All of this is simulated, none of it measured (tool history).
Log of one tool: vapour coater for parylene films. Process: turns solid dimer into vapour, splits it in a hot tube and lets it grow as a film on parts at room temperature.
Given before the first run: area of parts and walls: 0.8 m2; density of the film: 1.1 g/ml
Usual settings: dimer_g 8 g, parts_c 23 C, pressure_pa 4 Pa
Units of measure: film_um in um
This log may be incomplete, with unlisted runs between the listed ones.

run     day  dimer_g  parts_c  pressure_pa  film_um
  1       0        8       23            4     4.61
  2   0.504        8       23            4     4.63
  3   0.971        8       23            4     4.61
  4   1.417        8       23            4     4.59
  5   1.808        8       23            4     4.62
  6   2.488        8       23            4      4.6
  7   2.992        8       23            4     4.63
  8   3.425        8       23            4     4.62
  9    4.15        8       23            4      4.6
 10   4.504        8       15            4     5.73
 11   5.067        8       20            4     5.01
 12   5.771        8       23            4     4.61
 13   6.133        5       23            4     2.88
 14   6.612        5       23            4     2.88
 15   6.996        8       33            4      3.5
 16   7.421        4       23            4     2.31
 17   8.004        4       26            4     2.12
 18   8.617        8       23            4     4.59
 19       9        8       23         8.92     4.04
 20   9.558        8       23         8.92     4.03
 21  10.225        8       20         4.21     4.98
 22  10.633        5       28         2.27     2.73
 23  11.221        4       21        10.88     2.07
     11.488  -- trap's valve overhauled
 24  11.867        4       33         9.35     1.51
 25   12.35        4       33         9.35     1.52
 26  12.712        8       18            4     5.27
 27   13.45        8       23         2.47     4.99
 28  14.154        8       23         5.48      4.4
 29  14.821        8       23         5.48     4.38
 30  15.538        6       28         4.94     2.91
 31  16.088        4       23         4.03     2.31
 32  16.767        8       21         8.05     4.32
 33  17.275        5       24         11.9     2.34
 34  17.746        8       24         6.21     4.19
 35  18.125        8       24         6.21     4.15
 36  18.821        5       24         4.94      2.7

4 options for the next run, each taken on its own from the tool as it stands now. Forecast them:
  A  19.262        8       19            4        ?
  B  19.262        7       23            4        ?
  C  19.262        5       31         4.94        ?
  D  19.262       10       18         6.21        ?

run  film_um
  A     5.13
  B     4.02
  C     2.23
  D     6.15
Take away the tool's hidden state, keep each run's random variation, and the runs would have read:
run  film_um
  A     5.13
  B     4.02
  C     2.23
  D     6.15
